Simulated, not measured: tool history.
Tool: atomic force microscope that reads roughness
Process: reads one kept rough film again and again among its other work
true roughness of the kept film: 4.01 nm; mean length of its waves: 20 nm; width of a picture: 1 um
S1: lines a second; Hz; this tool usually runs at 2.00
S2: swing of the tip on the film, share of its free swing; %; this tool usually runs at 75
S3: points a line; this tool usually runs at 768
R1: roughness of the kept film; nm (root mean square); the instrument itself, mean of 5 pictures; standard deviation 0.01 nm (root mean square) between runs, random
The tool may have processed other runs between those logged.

Run 1, hour 0.0: usual settings. Result: R1 2.055 nm (root mean square).
Run 2, hour 10.8: usual settings. Result: R1 1.886 nm (root mean square).
Run 3, hour 25.4: usual settings but S1 1.22 Hz. Result: R1 1.828 nm (root mean square).
Run 4, hour 45.1: usual settings but S1 1.22 Hz. Result: R1 1.586 nm (root mean square).
Run 5, hour 56.6: usual settings but S1 1.22 Hz. Result: R1 1.477 nm (root mean square).
Run 6, hour 72.4: usual settings but S1 1.22 Hz. Result: R1 1.368 nm (root mean square).
At hour 79.6: new tip fitted.
Run 7, hour 92.7: usual settings but S2 58 %. Result: R1 2.320 nm (root mean square).
Run 8, hour 112.0: usual settings but S2 58 %. Result: R1 2.000 nm (root mean square).
Run 9, hour 128.5: usual settings but S2 58 %. Result: R1 1.790 nm (root mean square).
Run 10, hour 142.7: usual settings but S2 58 %. Result: R1 1.626 nm (root mean square).
Run 11, hour 163.7: usual settings but S2 58 %. Result: R1 1.437 nm (root mean square).
At hour 178.1: new tip fitted.
Run 12, hour 184.0: usual settings but S2 59 %. Result: R1 2.515 nm (root mean square).
Run 13, hour 195.6: usual settings but S1 0.51 Hz. Result: R1 2.356 nm (root mean square).
Run 14, hour 209.7: usual settings but S1 0.51 Hz. Result: R1 2.111 nm (root mean square).
Run 15, hour 224.7: usual settings but S3 296. Result: R1 1.620 nm (root mean square).
Run 16, hour 244.6: usual settings but S1 1.80 Hz, S2 72 %, S3 561. Result: R1 1.514 nm (root mean square).
Run 17, hour 255.7: usual settings but S1 1.80 Hz, S2 72 %, S3 561. Result: R1 1.424 nm (root mean square).
Run 18, hour 271.8: usual settings but S1 1.80 Hz, S2 72 %, S3 561. Result: R1 1.309 nm (root mean square).
At hour 278.3: new tip fitted.
Run 19, hour 285.8: usual settings but S1 1.80 Hz, S2 72 %, S3 561. Result: R1 2.323 nm (root mean square).
Run 20, hour 297.9: usual settings but S1 1.80 Hz, S2 72 %, S3 561. Result: R1 2.107 nm (root mean square).
Run 21, hour 319.6: usual settings but S1 1.80 Hz, S2 58 %, S3 561. Result: R1 1.917 nm (root mean square).
Run 22, hour 340.2: usual settings but S3 691. Result: R1 1.490 nm (root mean square).
Run 23, hour 350.8: usual settings but S1 1.58 Hz, S2 61 %. Result: R1 1.584 nm (root mean square).
Run 24, hour 365.8: usual settings but S1 1.58 Hz, S2 61 %. Result: R1 1.453 nm (root mean square).
At hour 377.9: new tip fitted.
Run 25, hour 382.6: usual settings but S1 2.99 Hz, S2 83 %, S3 597. Result: R1 1.926 nm (root mean square).
Run 26, hour 394.7: usual settings but S1 2.99 Hz, S2 78 %, S3 601. Result: R1 1.852 nm (root mean square).
Run 27, hour 411.6: usual settings but S1 2.99 Hz, S2 78 %, S3 601. Result: R1 1.642 nm (root mean square).
Run 28, hour 430.5: usual settings but S1 0.65 Hz, S2 78 %, S3 601. Result: R1 1.782 nm (root mean square).

Subtracting, for every run, the result it would have given without the tool's unlogged condition from the measured result gives the following. The same run-to-run variation enters both numbers; the gauge's scatter may not:
Unlogged tool condition in this case: radius of the tip, nm; height scale over the true one, %; drift of the gauge itself on roughness_nm, %.
run      R1
  1  -0.364
  2  -0.530
  3  -0.759
  4  -0.981
  5  -1.089
  6  -1.207
  7  -0.355
  8  -0.676
  9  -0.903
 10  -1.061
 11  -1.247
 12  -0.139
 13  -0.388
 14  -0.647
 15  -0.755
 16  -0.992
 17  -1.086
 18  -1.218
 19  -0.189
 20  -0.412
 21  -0.765
 22  -0.911
 23  -1.120
 24  -1.242
 25  -0.099
 26  -0.322
 27  -0.527
 28  -0.885
